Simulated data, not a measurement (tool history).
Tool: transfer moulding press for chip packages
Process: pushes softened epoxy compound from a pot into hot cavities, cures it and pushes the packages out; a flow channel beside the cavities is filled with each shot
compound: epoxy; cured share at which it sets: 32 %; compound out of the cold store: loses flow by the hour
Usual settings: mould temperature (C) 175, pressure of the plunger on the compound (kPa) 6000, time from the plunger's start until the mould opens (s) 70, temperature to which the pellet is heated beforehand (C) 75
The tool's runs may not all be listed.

run	hour	mould temperature (C)	pressure of the plunger on the compound (kPa)	time from the plunger's start until the mould opens (s)	temperature to which the pellet is heated beforehand (C)	incoming compound's hours out of the cold store	length that the compound runs in the flow channel (mm)	greatest force on the pins that push the packages out (N)
1	0.0	175	6000	70	75	43.5	814	544
2	8.1	175	6680	70	75	19.3	974	611
3	16.9	175	6000	104	75	21.9	907	501
# hour 19.3: cavities cleaned with cleaning compound and waxed
4	26.9	175	6000	104	75	24.3	900	283
5	33.5	175	6000	104	75	47.1	803	308
6	38.3	175	6000	104	65	24.0	893	309
7	44.5	180	6000	70	75	46.5	792	374
8	51.4	180	6000	70	75	12.3	934	396
9	56.9	180	6000	70	75	39.8	820	429
# hour 59.4: mould's thermocouples calibrated
10	68.0	180	6000	70	83	28.3	848	443
11	73.6	180	6000	70	84	13.6	910	485
12	79.0	180	6000	70	84	22.9	876	476
13	87.1	175	6000	62	75	15.5	932	824
14	96.2	175	6000	70	75	31.4	851	613
15	100.4	175	6000	55	75	22.2	918	1153
# hour 105.1: cavities cleaned with cleaning compound and waxed
# hour 107.5: mould's thermocouples calibrated, once more
16	110.9	175	6000	55	75	29.6	859	572
17	119.9	176	6000	75	75	18.3	908	358
18	127.8	175	6340	54	75	29.0	899	818
19	134.5	175	5530	70	74	17.6	879	483
20	141.1	183	4930	92	83	21.5	796	380
# hour 150.8: plunger's sealing rings changed
21	152.1	179	4930	81	83	15.3	886	400

Forecast run 22:
22	159.7	175	6000	61	83	20.7	?	?

length that the compound runs in the flow channel (mm): 954
greatest force on the pins that push the packages out (N): 722
Without the tool's hidden state the same run would have given length that the compound runs in the flow channel (mm) 959, greatest force on the pins that push the packages out (N) 404.

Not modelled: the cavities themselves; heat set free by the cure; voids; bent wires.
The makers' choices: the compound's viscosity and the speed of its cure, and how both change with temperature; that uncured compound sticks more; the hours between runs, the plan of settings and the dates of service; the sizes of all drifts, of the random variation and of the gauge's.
